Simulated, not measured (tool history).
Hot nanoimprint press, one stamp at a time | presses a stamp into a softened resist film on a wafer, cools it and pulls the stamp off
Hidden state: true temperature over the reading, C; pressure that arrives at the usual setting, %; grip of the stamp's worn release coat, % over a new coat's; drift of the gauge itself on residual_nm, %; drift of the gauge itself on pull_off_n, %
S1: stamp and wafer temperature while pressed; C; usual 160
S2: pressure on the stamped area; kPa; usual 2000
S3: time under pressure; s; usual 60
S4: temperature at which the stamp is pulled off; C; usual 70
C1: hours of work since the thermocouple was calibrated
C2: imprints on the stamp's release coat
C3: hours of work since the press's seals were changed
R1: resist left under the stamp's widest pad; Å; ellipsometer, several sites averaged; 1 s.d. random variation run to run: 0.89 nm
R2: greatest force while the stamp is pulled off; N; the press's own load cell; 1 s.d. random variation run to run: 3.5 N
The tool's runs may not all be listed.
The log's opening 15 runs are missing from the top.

{"run": 16, "hour": 591.9, "S1": 160, "S2": 2000, "S3": 60, "S4": 55, "C1": 186, "C2": 1084, "C3": 299, "R1": 1289, "R2": 348}
{"hour": 617.8, "done": "stamp cleaned and given a new release coat"}
{"run": 17, "hour": 653.6, "S1": 160, "S2": 1270, "S3": 60, "S4": 59, "C1": 222, "C2": 181, "C3": 336, "R1": 1583, "R2": 234}
{"run": 18, "hour": 680.3, "S1": 164, "S2": 2650, "S3": 43, "S4": 60, "C1": 240, "C2": 315, "C3": 354, "R1": 1034, "R2": 242}
{"run": 19, "hour": 718.7, "S1": 164, "S2": 2650, "S3": 43, "S4": 60, "C1": 265, "C2": 510, "C3": 379, "R1": 1027, "R2": 267}
{"run": 20, "hour": 752.6, "S1": 162, "S2": 2000, "S3": 109, "S4": 70, "C1": 288, "C2": 681, "C3": 401, "R1": 967, "R2": 214}
{"run": 21, "hour": 807.8, "S1": 162, "S2": 1930, "S3": 109, "S4": 76, "C1": 324, "C2": 960, "C3": 438, "R1": 986, "R2": 215}
{"run": 22, "hour": 842.4, "S1": 167, "S2": 2090, "S3": 33, "S4": 70, "C1": 347, "C2": 1134, "C3": 461, "R1": 1100, "R2": 266}
{"hour": 857.1, "done": "stamp cleaned and given a new release coat"}
{"run": 23, "hour": 882.1, "S1": 167, "S2": 2090, "S3": 33, "S4": 70, "C1": 369, "C2": 126, "C3": 483, "R1": 1111, "R2": 182}
{"run": 24, "hour": 938.5, "S1": 152, "S2": 2000, "S3": 60, "S4": 57, "C1": 406, "C2": 411, "C3": 520, "R1": 1936, "R2": 273}
{"run": 25, "hour": 964.5, "S1": 152, "S2": 2000, "S3": 60, "S4": 57, "C1": 423, "C2": 542, "C3": 537, "R1": 1963, "R2": 283}
{"run": 26, "hour": 1004.3, "S1": 157, "S2": 2000, "S3": 60, "S4": 78, "C1": 450, "C2": 743, "C3": 563, "R1": 1604, "R2": 188}
{"run": 27, "hour": 1059.9, "S1": 160, "S2": 2000, "S3": 63, "S4": 60, "C1": 486, "C2": 1024, "C3": 600, "R1": 1382, "R2": 319}
{"hour": 1100.7, "done": "stamp cleaned and given a new release coat"}
{"run": 28, "hour": 1112.4, "S1": 160, "S2": 3080, "S3": 108, "S4": 70, "C1": 517, "C2": 59, "C3": 631, "R1": 934, "R2": 175}
{"run": 29, "hour": 1154.5, "S1": 149, "S2": 1830, "S3": 94, "S4": 65, "C1": 545, "C2": 272, "C3": 658, "R1": 2056, "R2": 228}
{"hour": 1169.0, "done": "plate thermocouple calibrated"}
{"run": 30, "hour": 1184.3, "S1": 149, "S2": 1830, "S3": 94, "S4": 65, "C1": 10, "C2": 407, "C3": 676, "R1": 1945, "R2": 220}

Here are 4 independent what-if runs from the current tool condition. What would each one return?
{"run": "A", "hour": 1236.1, "S1": 152, "S2": 1830, "S3": 94, "S4": 78, "C1": 44, "C2": 669, "C3": 710, "R1": "?", "R2": "?"}
{"run": "B", "hour": 1236.1, "S1": 149, "S2": 1830, "S3": 94, "S4": 61, "C1": 44, "C2": 669, "C3": 710, "R1": "?", "R2": "?"}
{"run": "C", "hour": 1236.1, "S1": 169, "S2": 1830, "S3": 73, "S4": 62, "C1": 44, "C2": 669, "C3": 710, "R1": "?", "R2": "?"}
{"run": "D", "hour": 1236.1, "S1": 160, "S2": 2030, "S3": 116, "S4": 77, "C1": 44, "C2": 669, "C3": 710, "R1": "?", "R2": "?"}

run=A R1=1740 R2=176
run=B R1=1945 R2=265
run=C R1=747 R2=268
run=D R1=1002 R2=183
Without the tool's hidden state the same runs would have given:
run=A R1=1693 R2=134
run=B R1=1904 R2=203
run=C R1=719 R2=205
run=D R1=963 R2=140

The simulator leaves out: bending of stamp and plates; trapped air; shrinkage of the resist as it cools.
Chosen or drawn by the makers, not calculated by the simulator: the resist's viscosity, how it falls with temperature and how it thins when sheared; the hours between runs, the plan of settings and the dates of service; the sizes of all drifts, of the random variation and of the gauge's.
